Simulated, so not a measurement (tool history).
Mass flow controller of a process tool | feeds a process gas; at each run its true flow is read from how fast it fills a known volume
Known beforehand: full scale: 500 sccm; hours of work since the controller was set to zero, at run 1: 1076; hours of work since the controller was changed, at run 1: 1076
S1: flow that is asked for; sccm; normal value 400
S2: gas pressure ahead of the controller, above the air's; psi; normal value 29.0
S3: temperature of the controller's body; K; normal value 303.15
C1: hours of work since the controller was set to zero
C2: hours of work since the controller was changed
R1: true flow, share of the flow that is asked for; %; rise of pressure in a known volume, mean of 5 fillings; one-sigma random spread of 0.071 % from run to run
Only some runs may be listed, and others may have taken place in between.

| run | hour | S1 | S2 | S3 | C1 | C2 | R1 |
|---|---|---|---|---|---|---|---|
| 1 | 0.0 | 400 | 29.0 | 303.15 | 1076 | 1076 | 99.56 |
| 2 | 45.5 | 400 | 29.0 | 303.15 | 1095 | 1095 | 99.37 |
| 3 | 109.1 | 400 | 25.5 | 303.15 | 1121 | 1121 | 99.28 |
| 4 | 194.4 | 400 | 29.0 | 303.15 | 1156 | 1156 | 99.46 |
| 5 | 289.6 | 400 | 29.0 | 303.15 | 1194 | 1194 | 99.46 |
| 6 | 339.1 | 400 | 29.0 | 303.15 | 1215 | 1215 | 99.48 |
| 7 | 426.5 | 400 | 28.0 | 303.15 | 1250 | 1250 | 99.34 |

Expected results for the next run?
| 8 | 532.0 | 332 | 28.0 | 303.15 | 1293 | 1293 | ? |

R1: 99.45 %
With no hidden state in the tool, this same run would have given R1 99.49 %.
